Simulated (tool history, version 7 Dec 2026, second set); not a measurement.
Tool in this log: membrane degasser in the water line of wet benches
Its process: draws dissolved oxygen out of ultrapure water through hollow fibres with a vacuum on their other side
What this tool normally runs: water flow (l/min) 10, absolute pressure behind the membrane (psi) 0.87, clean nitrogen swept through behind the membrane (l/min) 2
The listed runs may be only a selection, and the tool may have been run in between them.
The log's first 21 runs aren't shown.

run,day,water flow (l/min),absolute pressure behind the membrane (psi),clean nitrogen swept through behind the membrane (l/min),dissolved oxygen in the water behind the degasser (ppb),pressure that the water loses in the fibres (psi)
22,77.346,7,0.87,3.89,13.8,4.712
23,80.717,10,1.748,0.95,222.8,6.712
24,85.412,10,1.748,0.95,224.6,6.699
25,89.879,10,1.094,1.03,105.7,6.678
26,94.333,15,1.094,1.03,167.1,10.182
27,97.275,8,1.559,2,78.9,5.424
28,100.954,8,1.559,2,78,5.407
29,105.133,8,1.559,2,78.8,5.462
30,110.212,7,0.571,4.9,3.7,4.75
31,115.025,14,1.859,1.17,286.2,9.478

3 ways to go on from here, each from the tool as it stands after run 31. What would each give?
A,118.588,16,1.859,1.17,?,?
B,118.588,14,0.87,2,?,?
C,118.588,13,0.606,1.26,?,?

run,dissolved oxygen in the water behind the degasser (ppb),pressure that the water loses in the fibres (psi)
A,323.6,10.836
B,64.3,9.472
C,37.8,8.801
Without the tool's hidden state the same runs would have given:
run,dissolved oxygen in the water behind the degasser (ppb),pressure that the water loses in the fibres (psi)
A,311.3,10.341
B,58.4,9.039
C,33,8.399
